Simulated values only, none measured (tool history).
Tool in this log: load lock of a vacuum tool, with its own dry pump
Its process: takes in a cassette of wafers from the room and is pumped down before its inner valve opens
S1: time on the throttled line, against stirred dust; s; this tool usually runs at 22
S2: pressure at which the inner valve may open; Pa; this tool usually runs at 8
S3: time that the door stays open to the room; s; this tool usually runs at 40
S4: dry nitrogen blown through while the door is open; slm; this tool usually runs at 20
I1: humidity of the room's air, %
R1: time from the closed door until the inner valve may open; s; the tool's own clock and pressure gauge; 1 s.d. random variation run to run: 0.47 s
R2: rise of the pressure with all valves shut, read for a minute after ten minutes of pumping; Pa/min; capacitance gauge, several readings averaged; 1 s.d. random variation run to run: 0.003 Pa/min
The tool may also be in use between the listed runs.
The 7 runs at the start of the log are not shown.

Run 8, day 79.667: usual settings; I1 45.2. Result: R1 68.4 s, R2 0.115 Pa/min.
Run 9, day 89.783: usual settings; I1 42.4. Result: R1 69.3 s, R2 0.115 Pa/min.
Run 10, day 106.833: usual settings; I1 45.1. Result: R1 69.3 s, R2 0.119 Pa/min.
Run 11, day 117.912: usual settings; I1 46.3. Result: R1 70.1 s, R2 0.124 Pa/min.
Run 12, day 130.567: usual settings; I1 43.9. Result: R1 70.6 s, R2 0.127 Pa/min.
Run 13, day 141.233: usual settings; I1 40.5. Result: R1 71.3 s, R2 0.125 Pa/min.
Run 14, day 159.062: usual settings but S1 16 s; I1 44.3. Result: R1 67.4 s, R2 0.127 Pa/min.
At day 163.758: dry pump taken out, an overhauled one fitted.
Run 15, day 174.942: usual settings but S1 16 s; I1 46.4. Result: R1 55.5 s, R2 0.138 Pa/min.
Run 16, day 184.621: usual settings; I1 42.1. Result: R1 59.7 s, R2 0.137 Pa/min.
Run 17, day 200.608: usual settings; I1 46.9. Result: R1 60.0 s, R2 0.143 Pa/min.
Run 18, day 211.217: usual settings; I1 46.3. Result: R1 60.1 s, R2 0.150 Pa/min.
Run 19, day 226.529: usual settings; I1 46.3. Result: R1 61.0 s, R2 0.155 Pa/min.
Run 20, day 236.012: usual settings but S1 14 s, S2 10 Pa, S3 174 s, S4 4 slm; I1 44.0. Result: R1 54.0 s, R2 0.179 Pa/min.
Run 21, day 243.733: usual settings but S1 13 s, S4 6 slm; I1 43.3. Result: R1 55.2 s, R2 0.160 Pa/min.
Run 22, day 257.346: usual settings but S1 15 s, S3 109 s, S4 5 slm; I1 45.8. Result: R1 56.8 s, R2 0.178 Pa/min.
Run 23, day 266.292: usual settings but S1 15 s, S3 109 s, S4 5 slm; I1 47.8. Result: R1 56.4 s, R2 0.176 Pa/min.
Run 24, day 277.608: usual settings but S1 37 s, S4 37 slm; I1 44.9. Result: R1 72.4 s, R2 0.173 Pa/min.
Run 25, day 288.254: usual settings but S1 37 s, S4 37 slm; I1 44.5. Result: R1 72.9 s, R2 0.164 Pa/min.
Run 26, day 302.608: usual settings but S1 37 s, S2 11 Pa, S4 11 slm; I1 47.4. Result: R1 70.8 s, R2 0.182 Pa/min.

The next listed run, before its measurement:
Run 27, day 316.279: usual settings but S1 37 s, S2 11 Pa, S4 11 slm; I1 43.5. Result: R1 ?, R2 ?.

R1: 71.9 s
R2: 0.184 Pa/min
Take away the tool's hidden state, keep the run-to-run variation as it was, and the same run would have given R1 68.8 s, R2 0.022 Pa/min.

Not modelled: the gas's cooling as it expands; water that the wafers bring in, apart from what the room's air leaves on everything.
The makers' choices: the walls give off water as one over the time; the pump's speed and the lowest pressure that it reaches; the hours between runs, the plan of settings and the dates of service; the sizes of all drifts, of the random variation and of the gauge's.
